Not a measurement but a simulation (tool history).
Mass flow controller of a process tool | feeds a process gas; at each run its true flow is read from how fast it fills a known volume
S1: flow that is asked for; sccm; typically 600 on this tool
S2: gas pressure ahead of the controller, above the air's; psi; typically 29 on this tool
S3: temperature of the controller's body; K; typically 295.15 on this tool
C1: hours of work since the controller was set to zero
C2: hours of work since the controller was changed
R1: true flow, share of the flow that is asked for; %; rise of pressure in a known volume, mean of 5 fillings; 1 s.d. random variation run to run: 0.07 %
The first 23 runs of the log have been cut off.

run     hour   S1    S2      S3    C1    C2      R1
 24   6986.9  600    29  295.15   999  5746    97.7
 25   7191.5  205    29  294.15  1086  5832   97.05
 26   7464.6  205    29  294.15  1201  5948   97.05
 27   7682.7  205    29  294.15  1293  6040   97.23
 28   7962.1  205    29  294.15  1411  6158   97.23
 29   8216.6  216  24.1  301.15  1518  6265   97.94
 30   8513.5  216  24.1  301.15  1644  6390   97.86
 31   8683.4  132  24.1  294.15  1715  6462   98.46
 32   8885.6  132  24.1  294.15  1801  6547   98.47
 33   9258.8  132  24.1  294.15  1958  6705   98.75
 34   9538.8  132  24.1  294.15  2076  6823   98.95
 35   9790.5  600  27.7  295.15  2183  6929   97.84
 36  10041.7  115  25.8  311.15  2289  7035  100.28
 37  10257.3  695    21  296.15  2380  7126   98.53
 38  10636.7  336    21  311.15  2540  7286   98.61
 39  10883.3  128  21.9  308.15  2644  7390  100.53
 40  11162.3  128  21.9  308.15  2762  7508  100.63
 41  11354.5  128  22.9  306.15  2843  7589  100.71
 42    11579  482  38.7  306.15  2937  7684   97.94
 43  11858.4  482  38.7  306.15  3055  7802   98.03
 44  12126.2  209  26.3  306.15  3168  7915   99.24
 45  12320.5  209  36.8  296.15  3250  7997   98.44
 46  12709.6  437  28.4  298.15  3415  8161   98.07
 47  13103.7  437  28.4  298.15  3581  8327   98.09

Branching from run 47: 3 alternative next runs. What would each branch give?
  A  13312.7  200  29.6  306.15  3669  8416   ?
  B  13312.7  961  38.4  300.15  3669  8416   ?
  C  13312.7  181    29  305.15  3669  8416   ?

run     R1
  A  99.64
  B  98.78
  C  99.87
Without the tool's unlogged condition, the same runs would have read:
run     R1
  A  97.57
  B  99.69
  C  97.42

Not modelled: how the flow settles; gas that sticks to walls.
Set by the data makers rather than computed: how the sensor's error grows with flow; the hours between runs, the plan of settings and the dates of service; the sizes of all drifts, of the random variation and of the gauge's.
